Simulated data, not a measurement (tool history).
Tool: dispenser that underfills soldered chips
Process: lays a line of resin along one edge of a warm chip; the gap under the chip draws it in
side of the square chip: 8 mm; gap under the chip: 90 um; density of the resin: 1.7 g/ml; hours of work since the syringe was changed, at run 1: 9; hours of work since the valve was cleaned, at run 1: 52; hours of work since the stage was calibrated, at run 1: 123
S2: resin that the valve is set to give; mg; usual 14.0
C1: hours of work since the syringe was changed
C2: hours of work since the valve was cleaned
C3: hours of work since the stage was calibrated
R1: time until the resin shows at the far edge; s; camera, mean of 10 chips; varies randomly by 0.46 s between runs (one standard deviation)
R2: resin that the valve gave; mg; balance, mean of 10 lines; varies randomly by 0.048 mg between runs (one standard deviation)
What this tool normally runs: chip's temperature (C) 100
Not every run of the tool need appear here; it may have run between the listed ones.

run 1 hour=0.0 | chip's_temperature_(C)=100 S2=14.0 | C1=9 C2=52 C3=123 | R1=59.4 R2=13.77
-- hour=3.4 new syringe of resin
run 2 hour=5.3 | chip's_temperature_(C)=100 S2=14.0 | C1=1 C2=55 C3=127 | R1=39.4 R2=13.81
run 3 hour=10.1 | chip's_temperature_(C)=105 S2=14.0 | C1=4 C2=58 C3=130 | R1=39.1 R2=13.73
run 4 hour=14.7 | chip's_temperature_(C)=105 S2=14.7 | C1=7 C2=61 C3=132 | R1=45.0 R2=14.44
run 5 hour=20.2 | chip's_temperature_(C)=100 S2=14.0 | C1=11 C2=64 C3=136 | R1=65.0 R2=13.72
-- hour=20.8 new syringe of resin
run 6 hour=25.3 | chip's_temperature_(C)=100 S2=14.0 | C1=3 C2=67 C3=139 | R1=41.7 R2=13.69
run 7 hour=28.2 | chip's_temperature_(C)=100 S2=14.0 | C1=5 C2=69 C3=141 | R1=47.4 R2=13.73
run 8 hour=33.0 | chip's_temperature_(C)=100 S2=14.0 | C1=8 C2=72 C3=144 | R1=55.6 R2=13.75
-- hour=38.1 new syringe of resin
run 9 hour=39.4 | chip's_temperature_(C)=100 S2=14.0 | C1=1 C2=76 C3=148 | R1=37.2 R2=13.74
run 10 hour=43.0 | chip's_temperature_(C)=100 S2=14.0 | C1=3 C2=78 C3=150 | R1=43.3 R2=13.64
run 11 hour=46.1 | chip's_temperature_(C)=114 S2=14.0 | C1=5 C2=80 C3=152 | R1=29.3 R2=13.67
run 12 hour=49.9 | chip's_temperature_(C)=93 S2=15.5 | C1=7 C2=82 C3=154 | R1=70.0 R2=15.14
run 13 hour=52.5 | chip's_temperature_(C)=93 S2=15.5 | C1=9 C2=84 C3=156 | R1=78.1 R2=15.13
-- hour=54.7 dispensing valve cleaned and set on the balance
-- hour=56.4 new syringe of resin
run 14 hour=56.4 | chip's_temperature_(C)=93 S2=15.5 | C1=0 C2=1 C3=158 | R1=46.0 R2=15.57
run 15 hour=60.7 | chip's_temperature_(C)=93 S2=13.9 | C1=3 C2=4 C3=160 | R1=54.5 R2=13.84
run 16 hour=66.8 | chip's_temperature_(C)=86 S2=12.9 | C1=7 C2=7 C3=164 | R1=90.6 R2=12.89
run 17 hour=69.6 | chip's_temperature_(C)=86 S2=12.9 | C1=8 C2=9 C3=166 | R1=98.3 R2=12.84
-- hour=73.7 new syringe of resin
run 18 hour=76.1 | chip's_temperature_(C)=108 S2=15.7 | C1=2 C2=13 C3=170 | R1=29.0 R2=15.65
run 19 hour=81.7 | chip's_temperature_(C)=103 S2=15.7 | C1=5 C2=17 C3=173 | R1=43.0 R2=15.55

For run 20, what comes out?
run 20 hour=86.5 | chip's_temperature_(C)=98 S2=15.5 | C1=8 C2=20 C3=176 | R1=? R2=?

Run 20 produced R1 60.3 s, R2 15.46 mg.
Minus the tool's unlogged condition, the same run would have read R1 36.3 s, R2 15.58 mg.
